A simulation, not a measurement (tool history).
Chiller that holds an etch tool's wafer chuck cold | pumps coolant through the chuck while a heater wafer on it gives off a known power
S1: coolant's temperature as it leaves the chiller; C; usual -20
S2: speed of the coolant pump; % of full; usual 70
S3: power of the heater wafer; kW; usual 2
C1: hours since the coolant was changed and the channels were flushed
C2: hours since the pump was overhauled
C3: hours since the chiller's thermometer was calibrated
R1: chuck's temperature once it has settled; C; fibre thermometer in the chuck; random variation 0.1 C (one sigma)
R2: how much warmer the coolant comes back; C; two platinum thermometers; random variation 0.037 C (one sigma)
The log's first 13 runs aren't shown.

run 14 hour=966.9 | S1=-20 S2=70 S3=2 | C1=300 C2=3427 C3=4670 | R1=1.5 R2=8.43
run 15 hour=1033.7 | S1=-20 S2=70 S3=2 | C1=367 C2=3494 C3=4737 | R1=1.5 R2=8.43
run 16 hour=1132.2 | S1=-20 S2=70 S3=2 | C1=465 C2=3593 C3=4835 | R1=1.7 R2=8.5
run 17 hour=1218 | S1=-20 S2=70 S3=2 | C1=551 C2=3678 C3=4921 | R1=1.7 R2=8.5
run 18 hour=1288.3 | S1=-20 S2=70 S3=2 | C1=621 C2=3749 C3=4991 | R1=1.9 R2=8.49
run 19 hour=1401.6 | S1=-27 S2=70 S3=2 | C1=735 C2=3862 C3=5105 | R1=-4.9 R2=8.59
run 20 hour=1471.5 | S1=-20 S2=68 S3=1.764 | C1=804 C2=3932 C3=5175 | R1=-0.1 R2=7.87
-- hour=1481.5 chiller's thermometer calibrated
run 21 hour=1525.6 | S1=-19 S2=70 S3=2 | C1=858 C2=3985 C3=44 | R1=3.6 R2=8.71
run 22 hour=1630.8 | S1=-14 S2=70 S3=2 | C1=963 C2=4090 C3=149 | R1=8.8 R2=8.65
run 23 hour=1730.2 | S1=-14 S2=70 S3=2 | C1=1062 C2=4189 C3=249 | R1=8.8 R2=8.68
run 24 hour=1836.8 | S1=-29 S2=95 S3=1.825 | C1=1169 C2=4296 C3=355 | R1=-13.3 R2=5.83
run 25 hour=1916.4 | S1=-29 S2=95 S3=1.825 | C1=1248 C2=4376 C3=435 | R1=-12.9 R2=5.77
run 26 hour=1990.2 | S1=-20 S2=91 S3=1.893 | C1=1322 C2=4450 C3=509 | R1=-2.5 R2=6.35
run 27 hour=2082 | S1=-14 S2=70 S3=2.084 | C1=1414 C2=4541 C3=600 | R1=10.5 R2=9.16
run 28 hour=2188.3 | S1=-14 S2=70 S3=2.084 | C1=1520 C2=4648 C3=707 | R1=10.8 R2=9.2
run 29 hour=2264.2 | S1=-14 S2=70 S3=2.084 | C1=1596 C2=4723 C3=783 | R1=10.7 R2=9.28
run 30 hour=2328.8 | S1=-24 S2=86 S3=2 | C1=1661 C2=4788 C3=847 | R1=-4.3 R2=7.27
run 31 hour=2407.4 | S1=-24 S2=86 S3=2 | C1=1739 C2=4867 C3=926 | R1=-4.3 R2=7.19

5 ways to go on from here, each from the tool as it stands after run 31. What would each give?
run A hour=2472.3 | S1=-24 S2=94 S3=2.753 | C1=1804 C2=4932 C3=991 | R1=? R2=?
run B hour=2472.3 | S1=-20 S2=70 S3=1.422 | C1=1804 C2=4932 C3=991 | R1=? R2=?
run C hour=2472.3 | S1=-20 S2=70 S3=2.073 | C1=1804 C2=4932 C3=991 | R1=? R2=?
run D hour=2472.3 | S1=-27 S2=91 S3=1.431 | C1=1804 C2=4932 C3=991 | R1=? R2=?
run E hour=2472.3 | S1=-20 S2=70 S3=2.274 | C1=1804 C2=4932 C3=991 | R1=? R2=?

run=A R1=1.3 R2=9.1
run=B R1=-3 R2=6.35
run=C R1=5 R2=9.27
run=D R1=-13.3 R2=4.9
run=E R1=7.4 R2=10.22
Without the tool's hidden state the same runs would have given:
run=A R1=-3.7 R2=7.62
run=B R1=-6.4 R2=5.31
run=C R1=0.1 R2=7.74
run=D R1=-15.9 R2=4.1
run=E R1=1.9 R2=8.55

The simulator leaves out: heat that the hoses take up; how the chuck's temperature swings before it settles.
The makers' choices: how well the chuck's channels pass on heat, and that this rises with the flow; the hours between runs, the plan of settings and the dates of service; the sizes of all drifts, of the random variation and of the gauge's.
